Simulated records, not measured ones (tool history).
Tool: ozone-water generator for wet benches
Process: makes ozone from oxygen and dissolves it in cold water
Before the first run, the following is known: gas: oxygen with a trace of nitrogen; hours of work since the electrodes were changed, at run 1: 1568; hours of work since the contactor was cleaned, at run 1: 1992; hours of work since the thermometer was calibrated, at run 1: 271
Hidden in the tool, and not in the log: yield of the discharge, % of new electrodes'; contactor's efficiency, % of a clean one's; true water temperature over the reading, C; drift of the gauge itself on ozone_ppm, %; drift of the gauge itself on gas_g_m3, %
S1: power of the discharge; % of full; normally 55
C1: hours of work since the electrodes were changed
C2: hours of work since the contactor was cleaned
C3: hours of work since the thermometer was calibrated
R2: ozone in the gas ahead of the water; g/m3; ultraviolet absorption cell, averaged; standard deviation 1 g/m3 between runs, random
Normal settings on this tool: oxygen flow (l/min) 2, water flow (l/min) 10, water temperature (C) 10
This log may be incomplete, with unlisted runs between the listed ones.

{"run": 1, "hour": 0.0, "S1": 55, "oxygen flow (l/min)": 2, "water flow (l/min)": 10, "water temperature (C)": 10, "C1": 1568, "C2": 1992, "C3": 271, "dissolved ozone (ppm)": 14.1, "R2": 178}
{"run": 2, "hour": 24.3, "S1": 55, "oxygen flow (l/min)": 2, "water flow (l/min)": 10, "water temperature (C)": 10, "C1": 1589, "C2": 2013, "C3": 292, "dissolved ozone (ppm)": 14.3, "R2": 175.5}
{"run": 3, "hour": 51.9, "S1": 55, "oxygen flow (l/min)": 2, "water flow (l/min)": 10, "water temperature (C)": 10, "C1": 1613, "C2": 2038, "C3": 316, "dissolved ozone (ppm)": 14.2, "R2": 174.4}
{"run": 4, "hour": 96.6, "S1": 55, "oxygen flow (l/min)": 1.12, "water flow (l/min)": 10, "water temperature (C)": 10, "C1": 1652, "C2": 2076, "C3": 355, "dissolved ozone (ppm)": 12.9, "R2": 241.7}
{"run": 5, "hour": 119.5, "S1": 55, "oxygen flow (l/min)": 2, "water flow (l/min)": 10, "water temperature (C)": 10, "C1": 1672, "C2": 2096, "C3": 375, "dissolved ozone (ppm)": 14.2, "R2": 175.8}
{"run": 6, "hour": 169.5, "S1": 55, "oxygen flow (l/min)": 2, "water flow (l/min)": 10, "water temperature (C)": 6, "C1": 1715, "C2": 2140, "C3": 419, "dissolved ozone (ppm)": 14.7, "R2": 175.1}
{"run": 7, "hour": 214.9, "S1": 55, "oxygen flow (l/min)": 2, "water flow (l/min)": 10, "water temperature (C)": 6, "C1": 1755, "C2": 2180, "C3": 458, "dissolved ozone (ppm)": 15, "R2": 175.3}
{"run": 8, "hour": 250.9, "S1": 55, "oxygen flow (l/min)": 2, "water flow (l/min)": 10, "water temperature (C)": 6, "C1": 1786, "C2": 2211, "C3": 490, "dissolved ozone (ppm)": 14.8, "R2": 177.2}
{"run": 9, "hour": 280.8, "S1": 55, "oxygen flow (l/min)": 2, "water flow (l/min)": 10, "water temperature (C)": 6, "C1": 1812, "C2": 2237, "C3": 516, "dissolved ozone (ppm)": 14.9, "R2": 174.7}
{"run": 10, "hour": 303.2, "S1": 59, "oxygen flow (l/min)": 1.6, "water flow (l/min)": 10, "water temperature (C)": 10, "C1": 1832, "C2": 2257, "C3": 535, "dissolved ozone (ppm)": 14.4, "R2": 205.7}
{"run": 11, "hour": 343.4, "S1": 59, "oxygen flow (l/min)": 1.25, "water flow (l/min)": 10, "water temperature (C)": 8, "C1": 1867, "C2": 2292, "C3": 570, "dissolved ozone (ppm)": 14, "R2": 236.6}
{"run": 12, "hour": 368.9, "S1": 86, "oxygen flow (l/min)": 2, "water flow (l/min)": 12, "water temperature (C)": 10, "C1": 1889, "C2": 2314, "C3": 593, "dissolved ozone (ppm)": 15, "R2": 226.9}
{"run": 13, "hour": 418.5, "S1": 68, "oxygen flow (l/min)": 1.25, "water flow (l/min)": 9, "water temperature (C)": 6, "C1": 1932, "C2": 2357, "C3": 636, "dissolved ozone (ppm)": 17.3, "R2": 257}
{"run": 14, "hour": 455.4, "S1": 68, "oxygen flow (l/min)": 1.25, "water flow (l/min)": 9, "water temperature (C)": 6, "C1": 1965, "C2": 2389, "C3": 668, "dissolved ozone (ppm)": 17.5, "R2": 259.3}

Below are 3 alternative next runs, each starting from the tool's condition after run 14. Predict each:
{"run": "A", "hour": 499.5, "S1": 55, "oxygen flow (l/min)": 2, "water flow (l/min)": 10, "water temperature (C)": 18, "C1": 2003, "C2": 2428, "C3": 707, "dissolved ozone (ppm)": "?", "R2": "?"}
{"run": "B", "hour": 499.5, "S1": 69, "oxygen flow (l/min)": 2, "water flow (l/min)": 10, "water temperature (C)": 10, "C1": 2003, "C2": 2428, "C3": 707, "dissolved ozone (ppm)": "?", "R2": "?"}
{"run": "C", "hour": 499.5, "S1": 68, "oxygen flow (l/min)": 1.84, "water flow (l/min)": 13, "water temperature (C)": 16, "C1": 2003, "C2": 2428, "C3": 707, "dissolved ozone (ppm)": "?", "R2": "?"}

run=A dissolved_ozone_(ppm)=13.1 R2=174.8
run=B dissolved_ozone_(ppm)=16.2 R2=200.8
run=C dissolved_ozone_(ppm)=11.3 R2=207.3
The same runs, with their run-to-run variation unchanged, on a tool lacking any hidden condition would have given:
run=A dissolved_ozone_(ppm)=13.1 R2=174.8
run=B dissolved_ozone_(ppm)=16.3 R2=200.9
run=C dissolved_ozone_(ppm)=11.3 R2=207.4

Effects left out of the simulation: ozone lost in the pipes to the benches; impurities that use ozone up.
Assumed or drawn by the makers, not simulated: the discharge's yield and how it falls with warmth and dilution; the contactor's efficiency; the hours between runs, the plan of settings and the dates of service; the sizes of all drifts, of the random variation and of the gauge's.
